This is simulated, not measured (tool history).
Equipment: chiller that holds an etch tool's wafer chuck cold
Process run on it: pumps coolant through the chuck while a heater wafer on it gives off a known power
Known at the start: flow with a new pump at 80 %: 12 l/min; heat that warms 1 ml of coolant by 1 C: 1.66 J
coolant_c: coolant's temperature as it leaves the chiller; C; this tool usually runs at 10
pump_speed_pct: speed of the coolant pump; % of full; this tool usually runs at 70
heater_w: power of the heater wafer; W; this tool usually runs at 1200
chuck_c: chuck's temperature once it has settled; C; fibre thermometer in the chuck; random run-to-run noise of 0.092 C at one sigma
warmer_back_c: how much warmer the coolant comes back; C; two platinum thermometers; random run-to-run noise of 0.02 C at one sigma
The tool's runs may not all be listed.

{"run": 1, "hour": 0.0, "coolant_c": 10, "pump_speed_pct": 70, "heater_w": 1200, "chuck_c": 20.78, "warmer_back_c": 4.19}
{"run": 2, "hour": 117.3, "coolant_c": 10, "pump_speed_pct": 63, "heater_w": 1200, "chuck_c": 21.7, "warmer_back_c": 4.72}
{"run": 3, "hour": 233.1, "coolant_c": 10, "pump_speed_pct": 63, "heater_w": 1200, "chuck_c": 21.74, "warmer_back_c": 4.73}
{"run": 4, "hour": 354.9, "coolant_c": 10, "pump_speed_pct": 70, "heater_w": 1200, "chuck_c": 20.93, "warmer_back_c": 4.23}
{"run": 5, "hour": 540.2, "coolant_c": 10, "pump_speed_pct": 75, "heater_w": 1200, "chuck_c": 20.44, "warmer_back_c": 3.94}
{"hour": 683.5, "done": "chiller's thermometer calibrated"}
{"run": 6, "hour": 685.3, "coolant_c": 10, "pump_speed_pct": 70, "heater_w": 1200, "chuck_c": 20.69, "warmer_back_c": 4.22}
{"run": 7, "hour": 892.2, "coolant_c": 10, "pump_speed_pct": 70, "heater_w": 1205, "chuck_c": 20.86, "warmer_back_c": 4.25}
{"run": 8, "hour": 1005.5, "coolant_c": 10, "pump_speed_pct": 70, "heater_w": 1205, "chuck_c": 21.03, "warmer_back_c": 4.26}
{"run": 9, "hour": 1106.8, "coolant_c": 10, "pump_speed_pct": 70, "heater_w": 1205, "chuck_c": 20.94, "warmer_back_c": 4.27}
{"hour": 1120.8, "done": "coolant pump overhauled"}
{"run": 10, "hour": 1285.8, "coolant_c": 10, "pump_speed_pct": 70, "heater_w": 1205, "chuck_c": 21.21, "warmer_back_c": 4.26}
{"run": 11, "hour": 1445.4, "coolant_c": 10, "pump_speed_pct": 70, "heater_w": 1205, "chuck_c": 21.14, "warmer_back_c": 4.32}
{"run": 12, "hour": 1599.6, "coolant_c": 17, "pump_speed_pct": 70, "heater_w": 1200, "chuck_c": 28.23, "warmer_back_c": 4.3}
{"run": 13, "hour": 1711.8, "coolant_c": 9, "pump_speed_pct": 70, "heater_w": 1200, "chuck_c": 20.17, "warmer_back_c": 4.31}
{"run": 14, "hour": 1888.4, "coolant_c": 10, "pump_speed_pct": 70, "heater_w": 1200, "chuck_c": 21.26, "warmer_back_c": 4.35}
{"run": 15, "hour": 2015.0, "coolant_c": 10, "pump_speed_pct": 75, "heater_w": 1200, "chuck_c": 20.95, "warmer_back_c": 3.99}
{"hour": 2045.1, "done": "coolant pump overhauled, once more"}
{"run": 16, "hour": 2146.9, "coolant_c": 17, "pump_speed_pct": 78, "heater_w": 622, "chuck_c": 22.38, "warmer_back_c": 1.94}
{"run": 17, "hour": 2325.0, "coolant_c": 3, "pump_speed_pct": 87, "heater_w": 1503, "chuck_c": 14.91, "warmer_back_c": 4.19}
{"hour": 2458.7, "done": "coolant changed, channels flushed"}
{"run": 18, "hour": 2528.3, "coolant_c": 3, "pump_speed_pct": 87, "heater_w": 1503, "chuck_c": 13.85, "warmer_back_c": 4.24}
{"run": 19, "hour": 2625.7, "coolant_c": 17, "pump_speed_pct": 78, "heater_w": 1596, "chuck_c": 29.59, "warmer_back_c": 4.98}
{"hour": 2722.7, "done": "chiller's thermometer calibrated"}
{"run": 20, "hour": 2804.7, "coolant_c": 17, "pump_speed_pct": 78, "heater_w": 1596, "chuck_c": 29.17, "warmer_back_c": 5}
{"run": 21, "hour": 2915.2, "coolant_c": 17, "pump_speed_pct": 69, "heater_w": 892, "chuck_c": 24.54, "warmer_back_c": 3.17}
{"run": 22, "hour": 3084.7, "coolant_c": 20, "pump_speed_pct": 95, "heater_w": 656, "chuck_c": 24.33, "warmer_back_c": 1.69}
{"run": 23, "hour": 3245.3, "coolant_c": 20, "pump_speed_pct": 95, "heater_w": 656, "chuck_c": 24.66, "warmer_back_c": 1.72}
{"run": 24, "hour": 3379.6, "coolant_c": 10, "pump_speed_pct": 61, "heater_w": 1019, "chuck_c": 19.51, "warmer_back_c": 4.17}
{"run": 25, "hour": 3519.4, "coolant_c": 10, "pump_speed_pct": 63, "heater_w": 1396, "chuck_c": 22.87, "warmer_back_c": 5.49}
{"run": 26, "hour": 3700.1, "coolant_c": 2, "pump_speed_pct": 68, "heater_w": 903, "chuck_c": 9.99, "warmer_back_c": 3.28}
{"run": 27, "hour": 3873.8, "coolant_c": 2, "pump_speed_pct": 66, "heater_w": 1539, "chuck_c": 15.89, "warmer_back_c": 5.78}
{"run": 28, "hour": 4039.6, "coolant_c": 13, "pump_speed_pct": 70, "heater_w": 1200, "chuck_c": 23.46, "warmer_back_c": 4.22}
{"run": 29, "hour": 4236.3, "coolant_c": 13, "pump_speed_pct": 70, "heater_w": 1200, "chuck_c": 23.65, "warmer_back_c": 4.25}
{"run": 30, "hour": 4419.3, "coolant_c": 5, "pump_speed_pct": 70, "heater_w": 1253, "chuck_c": 15.94, "warmer_back_c": 4.43}

Table of differences, measured result less the result of that run with no hidden state. Run-to-run variation is the same in both. Gauge scatter possibly is not:
Hidden state present: heat passed by the chuck's channels, % of clean ones'; flow at a given pump speed, % of a new pump's; coolant's true temperature over the reading, C; drift of the gauge itself on chuck_c, C; drift of the gauge itself on warmer_back_c, C.
run=1 chuck_c=+1.05 warmer_back_c=+0.05
run=2 chuck_c=+1.15 warmer_back_c=+0.06
run=3 chuck_c=+1.2 warmer_back_c=+0.06
run=4 chuck_c=+1.19 warmer_back_c=+0.06
run=5 chuck_c=+1.21 warmer_back_c=+0.06
run=6 chuck_c=+1.04 warmer_back_c=+0.07
run=7 chuck_c=+1.12 warmer_back_c=+0.07
run=8 chuck_c=+1.17 warmer_back_c=+0.09
run=9 chuck_c=+1.21 warmer_back_c=+0.09
run=10 chuck_c=+1.32 warmer_back_c=+0.11
run=11 chuck_c=+1.38 warmer_back_c=+0.12
run=12 chuck_c=+1.44 warmer_back_c=+0.13
run=13 chuck_c=+1.48 warmer_back_c=+0.13
run=14 chuck_c=+1.55 warmer_back_c=+0.13
run=15 chuck_c=+1.54 warmer_back_c=+0.13
run=16 chuck_c=+0.84 warmer_back_c=+0.01
run=17 chuck_c=+1.6 warmer_back_c=+0.03
run=18 chuck_c=+0.5 warmer_back_c=+0.04
run=19 chuck_c=+0.56 warmer_back_c=+0.05
run=20 chuck_c=+0.3 warmer_back_c=+0.05
run=21 chuck_c=+0.25 warmer_back_c=+0.04
run=22 chuck_c=+0.23 warmer_back_c=+0.02
run=23 chuck_c=+0.26 warmer_back_c=+0.03
run=24 chuck_c=+0.44 warmer_back_c=+0.06
run=25 chuck_c=+0.59 warmer_back_c=+0.09
run=26 chuck_c=+0.49 warmer_back_c=+0.06
run=27 chuck_c=+0.77 warmer_back_c=+0.11
run=28 chuck_c=+0.7 warmer_back_c=+0.08
run=29 chuck_c=+0.77 warmer_back_c=+0.09
run=30 chuck_c=+0.86 warmer_back_c=+0.1
